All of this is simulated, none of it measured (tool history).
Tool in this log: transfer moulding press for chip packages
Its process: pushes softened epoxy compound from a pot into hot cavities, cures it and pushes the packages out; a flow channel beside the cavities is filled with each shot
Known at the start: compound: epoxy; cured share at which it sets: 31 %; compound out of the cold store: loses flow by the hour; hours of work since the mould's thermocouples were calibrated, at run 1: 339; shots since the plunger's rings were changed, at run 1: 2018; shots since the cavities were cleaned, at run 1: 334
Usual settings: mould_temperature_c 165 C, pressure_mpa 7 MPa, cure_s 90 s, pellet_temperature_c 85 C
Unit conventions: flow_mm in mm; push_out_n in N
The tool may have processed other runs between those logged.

run,hour,mould_temperature_c,pressure_mpa,cure_s,pellet_temperature_c,hours of work since the mould's thermocouples were calibrated,shots since the plunger's rings were changed,shots since the cavities were cleaned,incoming compound's hours out of the cold store,flow_mm,push_out_n
1,0,165,7,90,85,339,2018,334,34.1,705,814
2,31.5,165,7,90,85,354,2332,648,12.6,728,933
3,59.8,165,7,90,85,367,2614,930,26.2,712,960
# hour 66.6: cavities cleaned with cleaning compound and waxed
4,89.7,165,7,90,85,380,2897,230,23.2,711,1024
5,106.6,165,7,90,85,388,3065,398,27.3,699,1050
6,137.3,165,7,90,85,402,3371,704,11.8,719,1067
# hour 165.8: cavities cleaned with cleaning compound and waxed
7,166.5,165,7,90,85,415,3648,7,25.8,696,590
# hour 198.7: plunger's sealing rings changed
# hour 203: cavities cleaned with cleaning compound and waxed, once more
8,203.1,165,5.74,90,85,430,29,1,36.2,639,579
9,217.2,165,5.74,90,85,437,170,142,20.7,663,701
10,245.6,159,7,90,85,450,452,424,10.7,772,1428
11,277.3,159,7,90,85,465,768,740,34.3,728,1453
12,296,165,7,90,85,474,955,927,12.4,739,983
# hour 302.5: cavities cleaned with cleaning compound and waxed
13,326.6,165,7,90,85,487,1245,241,16.6,729,789
14,343.2,165,7,90,85,495,1411,407,22.5,722,844
15,364.1,160,7,90,85,505,1619,615,21.4,741,1343
# hour 380.2: mould's thermocouples calibrated
16,385.1,160,7,80,82,2,1808,804,20.1,739,1969
# hour 403.5: cavities cleaned with cleaning compound and waxed
17,417.4,160,7,80,82,17,2116,139,33.2,710,1449
18,438.1,160,7,80,82,26,2322,345,24,730,1654
19,459,160,7,80,82,36,2530,553,38.7,698,1756
20,486.3,161,6.73,90,81,49,2803,826,39.1,682,1328
# hour 504.1: cavities cleaned with cleaning compound and waxed
21,513.3,170,6.17,90,81,60,3057,93,18.8,659,545
22,531.7,170,6.17,90,81,69,3240,276,39.2,633,614
23,565.2,165,6.17,90,81,85,3574,610,12.9,674,979

Run 24 comes next. What will it give?
24,597,165,6.7,90,94,99,3891,927,33.4,?,?

Run 24 measured flow_mm 670 mm, push_out_n 940 N.
Had the tool carried no hidden state, the very same run would have given flow_mm 703 mm, push_out_n 576 N.

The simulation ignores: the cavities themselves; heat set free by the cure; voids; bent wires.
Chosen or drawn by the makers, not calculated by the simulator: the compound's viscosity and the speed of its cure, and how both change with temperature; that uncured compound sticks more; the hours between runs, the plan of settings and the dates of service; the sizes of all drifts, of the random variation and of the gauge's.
